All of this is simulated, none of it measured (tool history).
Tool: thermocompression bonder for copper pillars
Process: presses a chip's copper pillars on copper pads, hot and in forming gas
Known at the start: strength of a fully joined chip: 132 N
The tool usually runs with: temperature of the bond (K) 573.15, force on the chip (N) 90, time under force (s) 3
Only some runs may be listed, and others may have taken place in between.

run   hour  temperature of the bond (K)  force on the chip (N)  time under force (s)  force that shears a chip off (N)
  1    0.0                       573.15                     90                     3                              86.6
       6.9  -- forming gas filter changed
  2    6.9                       573.15                     90                     3                              97.7
  3   15.7                       573.15                     90                     3                              95.9
  4   20.3                       573.15                     73                     3                              88.2
  5   24.3                       573.15                     73                     3                              89.1
  6   30.8                       573.15                     73                     3                              88.2
  7   38.3                       573.15                     73                     3                              86.5
  8   44.8                       573.15                     73                     3                              87.6
  9   52.0                       573.15                     90                     3                              93.8
 10   57.6                       577.15                     90                     3                              99.6
 11   66.3                       577.15                     90                     2                              86.6
 12   70.5                       577.15                     90                     2                              89.0
 13   77.4                       573.15                     90                     3                              94.3
 14   85.6                       573.15                     90                     3                              93.4
 15   93.3                       573.15                     90                     3                              95.3
 16   98.5                       573.15                     90                     3                              93.5
 17  104.1                       573.15                     90                     3                              94.1
 18  108.7                       561.15                     90                     3                              84.0
 19  113.6                       573.15                     90                     3                              93.4
     116.2  -- heater calibrated with a thermocouple chip
 20  119.8                       573.15                     90                     3                              95.9
 21  124.3                       573.15                     90                     3                              94.7
 22  129.7                       597.15                     78                     5                             115.3
 23  133.9                       597.15                     83                     5                             116.6
 24  137.8                       573.15                    102                     3                             100.2
 25  143.0                       573.15                    102                     8                             116.5
     151.9  -- heater calibrated with a thermocouple chip, once more
 26  151.9                       573.15                    102                     8                             112.7
 27  158.0                       573.15                    127                     6                             112.9
 28  165.2                       573.15                    127                     6                             113.1
 29  170.8                       573.15                    127                     6                             115.2
 30  178.1                       573.15                    127                     6                             110.6
 31  182.9                       573.15                     97                     5                             102.6
 32  190.6                       573.15                     59                     7                              92.5
 33  198.5                       573.15                    110                     3                              95.9
 34  202.9                       573.15                     80                     3                              83.1
 35  211.4                       575.15                     68                     4                              86.3
 36  218.5                       548.15                     54                     3                              50.0
 37  226.4                       556.15                     90                     3                              75.1
 38  234.2                       556.15                     90                     3                              74.6
 39  240.1                       592.15                     56                     5                              97.6
 40  243.9                       573.15                     62                     2                              66.8
 41  252.7                       573.15                     62                     2                              64.8

Some steps in force that shears a chip off (N), run to run, broken into two amounts with sign: the step expected even without the hidden condition (settings, incoming material, random variation), and the rest, left for the hidden condition together with whatever gauge scatter is not in both the measured and the hidden-condition-free result:
The tool's hidden condition here consists of: true temperature of the bond over the reading, C; force that reaches the chip, % of what is set; oxide that the forming gas leaves, % of the face; drift of the gauge itself on shear_n, %.
Run 1 -> 2: forming gas filter changed. force that shears a chip off (N) +11.1: hidden state +9.2, all else +1.9.
Run 25 -> 26: heater calibrated with a thermocouple chip, once more. force that shears a chip off (N) -3.8: hidden state -2.6, all else -1.2.
Run 35 -> 36: temperature of the bond (K) 575.15 -> 548.15, force on the chip (N) 68 -> 54, time under force (s) 4 -> 3. force that shears a chip off (N) -36.3: hidden state +2.5, all else -38.8.
Run 36 -> 37: temperature of the bond (K) 548.15 -> 556.15, force on the chip (N) 54 -> 90. force that shears a chip off (N) +25.1: hidden state -1.9, all else +27.0.
Run 39 -> 40: temperature of the bond (K) 592.15 -> 573.15, force on the chip (N) 56 -> 62, time under force (s) 5 -> 2. force that shears a chip off (N) -30.8: hidden state +2.4, all else -33.2.
